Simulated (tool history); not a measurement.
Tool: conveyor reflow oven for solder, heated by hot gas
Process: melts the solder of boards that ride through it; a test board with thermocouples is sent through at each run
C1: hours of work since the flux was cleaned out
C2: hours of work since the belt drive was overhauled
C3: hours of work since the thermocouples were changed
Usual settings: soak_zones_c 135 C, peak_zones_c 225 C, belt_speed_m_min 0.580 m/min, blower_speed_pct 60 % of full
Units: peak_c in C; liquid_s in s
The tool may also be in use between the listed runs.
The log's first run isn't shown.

run 2 day=0.417 | soak_zones_c=135 peak_zones_c=225 belt_speed_m_min=0.580 blower_speed_pct=60 | C1=8 C2=396 C3=114 | peak_c=206.9 liquid_s=50.5
run 3 day=1.146 | soak_zones_c=135 peak_zones_c=223 belt_speed_m_min=0.580 blower_speed_pct=60 | C1=21 C2=410 C3=127 | peak_c=206.0 liquid_s=49.0
run 4 day=1.896 | soak_zones_c=135 peak_zones_c=223 belt_speed_m_min=0.580 blower_speed_pct=60 | C1=35 C2=423 C3=141 | peak_c=205.3 liquid_s=48.7
run 5 day=2.550 | soak_zones_c=135 peak_zones_c=223 belt_speed_m_min=0.580 blower_speed_pct=60 | C1=47 C2=435 C3=152 | peak_c=205.3 liquid_s=47.6
run 6 day=3.312 | soak_zones_c=137 peak_zones_c=225 belt_speed_m_min=0.580 blower_speed_pct=60 | C1=61 C2=449 C3=166 | peak_c=207.3 liquid_s=52.1
run 7 day=4.108 | soak_zones_c=137 peak_zones_c=225 belt_speed_m_min=0.580 blower_speed_pct=60 | C1=75 C2=464 C3=181 | peak_c=207.2 liquid_s=51.6
run 8 day=4.554 | soak_zones_c=137 peak_zones_c=225 belt_speed_m_min=0.580 blower_speed_pct=60 | C1=83 C2=472 C3=189 | peak_c=207.2 liquid_s=51.4
run 9 day=4.983 | soak_zones_c=137 peak_zones_c=225 belt_speed_m_min=0.580 blower_speed_pct=60 | C1=91 C2=480 C3=197 | peak_c=207.2 liquid_s=51.6
run 10 day=5.658 | soak_zones_c=135 peak_zones_c=223 belt_speed_m_min=0.580 blower_speed_pct=60 | C1=104 C2=492 C3=209 | peak_c=205.0 liquid_s=48.1
run 11 day=6.342 | soak_zones_c=135 peak_zones_c=223 belt_speed_m_min=0.580 blower_speed_pct=60 | C1=116 C2=505 C3=222 | peak_c=204.6 liquid_s=47.4
run 12 day=6.717 | soak_zones_c=135 peak_zones_c=223 belt_speed_m_min=0.580 blower_speed_pct=60 | C1=123 C2=511 C3=229 | peak_c=205.3 liquid_s=48.2
run 13 day=7.433 | soak_zones_c=135 peak_zones_c=223 belt_speed_m_min=0.580 blower_speed_pct=60 | C1=136 C2=525 C3=242 | peak_c=205.1 liquid_s=48.2
run 14 day=8.029 | soak_zones_c=128 peak_zones_c=225 belt_speed_m_min=0.580 blower_speed_pct=60 | C1=147 C2=535 C3=253 | peak_c=204.7 liquid_s=45.7
run 15 day=8.517 | soak_zones_c=128 peak_zones_c=225 belt_speed_m_min=0.580 blower_speed_pct=60 | C1=156 C2=544 C3=261 | peak_c=205.0 liquid_s=45.9
run 16 day=9.046 | soak_zones_c=128 peak_zones_c=220 belt_speed_m_min=0.580 blower_speed_pct=60 | C1=165 C2=554 C3=271 | peak_c=200.7 liquid_s=40.1
run 17 day=9.704 | soak_zones_c=142 peak_zones_c=214 belt_speed_m_min=0.547 blower_speed_pct=70 | C1=177 C2=566 C3=283 | peak_c=202.7 liquid_s=52.7
run 18 day=10.379 | soak_zones_c=142 peak_zones_c=214 belt_speed_m_min=0.547 blower_speed_pct=70 | C1=190 C2=578 C3=295 | peak_c=202.4 liquid_s=52.4
run 19 day=10.742 | soak_zones_c=142 peak_zones_c=214 belt_speed_m_min=0.547 blower_speed_pct=70 | C1=196 C2=585 C3=302 | peak_c=202.4 liquid_s=52.8
run 20 day=11.129 | soak_zones_c=142 peak_zones_c=214 belt_speed_m_min=0.547 blower_speed_pct=70 | C1=203 C2=592 C3=309 | peak_c=202.4 liquid_s=52.5
run 21 day=11.721 | soak_zones_c=135 peak_zones_c=225 belt_speed_m_min=0.573 blower_speed_pct=60 | C1=214 C2=603 C3=320 | peak_c=206.2 liquid_s=51.1
run 22 day=12.233 | soak_zones_c=135 peak_zones_c=225 belt_speed_m_min=0.573 blower_speed_pct=60 | C1=224 C2=612 C3=329 | peak_c=206.5 liquid_s=50.1
run 23 day=12.688 | soak_zones_c=135 peak_zones_c=225 belt_speed_m_min=0.573 blower_speed_pct=60 | C1=232 C2=620 C3=338 | peak_c=206.9 liquid_s=51.0
run 24 day=13.362 | soak_zones_c=135 peak_zones_c=225 belt_speed_m_min=0.573 blower_speed_pct=60 | C1=244 C2=633 C3=350 | peak_c=206.2 liquid_s=50.0
run 25 day=13.871 | soak_zones_c=136 peak_zones_c=225 belt_speed_m_min=0.580 blower_speed_pct=62 | C1=253 C2=642 C3=359 | peak_c=207.2 liquid_s=50.5

Run 26 comes next. What will it give?
run 26 day=14.246 | soak_zones_c=146 peak_zones_c=219 belt_speed_m_min=0.690 blower_speed_pct=60 | C1=260 C2=649 C3=366 | peak_c=? liquid_s=?

{"run 26": {"peak_c": 198.0, "liquid_s": 33.4}}
Without the tool's hidden state the same run would have given peak_c 198.5 C, liquid_s 33.9 s.
